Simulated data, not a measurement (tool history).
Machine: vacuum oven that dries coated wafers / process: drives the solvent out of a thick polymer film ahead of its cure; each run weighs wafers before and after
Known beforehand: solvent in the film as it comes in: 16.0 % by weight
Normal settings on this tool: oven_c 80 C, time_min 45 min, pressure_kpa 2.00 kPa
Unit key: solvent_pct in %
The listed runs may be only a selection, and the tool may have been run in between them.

run 1 hour=0.0 | oven_c=80 time_min=45 pressure_kpa=2.00 | solvent_pct=1.72
run 2 hour=21.2 | oven_c=80 time_min=45 pressure_kpa=2.00 | solvent_pct=1.72
run 3 hour=43.4 | oven_c=80 time_min=45 pressure_kpa=2.00 | solvent_pct=1.72
run 4 hour=56.5 | oven_c=80 time_min=45 pressure_kpa=2.00 | solvent_pct=1.73
run 5 hour=80.5 | oven_c=80 time_min=45 pressure_kpa=2.00 | solvent_pct=1.71
run 6 hour=95.1 | oven_c=80 time_min=45 pressure_kpa=2.00 | solvent_pct=1.71
run 7 hour=115.6 | oven_c=84 time_min=45 pressure_kpa=2.00 | solvent_pct=1.14
run 8 hour=127.2 | oven_c=84 time_min=45 pressure_kpa=2.00 | solvent_pct=1.12
run 9 hour=151.3 | oven_c=86 time_min=55 pressure_kpa=1.97 | solvent_pct=0.80
run 10 hour=163.3 | oven_c=79 time_min=55 pressure_kpa=1.15 | solvent_pct=1.13
run 11 hour=186.4 | oven_c=84 time_min=43 pressure_kpa=1.68 | solvent_pct=1.06
run 12 hour=208.4 | oven_c=84 time_min=43 pressure_kpa=1.68 | solvent_pct=1.09
run 13 hour=227.6 | oven_c=78 time_min=37 pressure_kpa=2.13 | solvent_pct=2.76

Consider 3 possible next runs. They are alternatives, not a sequence: every one starts from the tool as it was left by run 13. What does each give?
run A hour=245.9 | oven_c=78 time_min=44 pressure_kpa=2.13 | solvent_pct=?
run B hour=245.9 | oven_c=78 time_min=62 pressure_kpa=4.92 | solvent_pct=?
run C hour=245.9 | oven_c=71 time_min=45 pressure_kpa=2.00 | solvent_pct=?

run=A solvent_pct=2.21
run=B solvent_pct=2.63
run=C solvent_pct=3.94
Without the tool's unlogged condition, the same runs would have read:
run=A solvent_pct=2.30
run=B solvent_pct=2.69
run=C solvent_pct=4.11

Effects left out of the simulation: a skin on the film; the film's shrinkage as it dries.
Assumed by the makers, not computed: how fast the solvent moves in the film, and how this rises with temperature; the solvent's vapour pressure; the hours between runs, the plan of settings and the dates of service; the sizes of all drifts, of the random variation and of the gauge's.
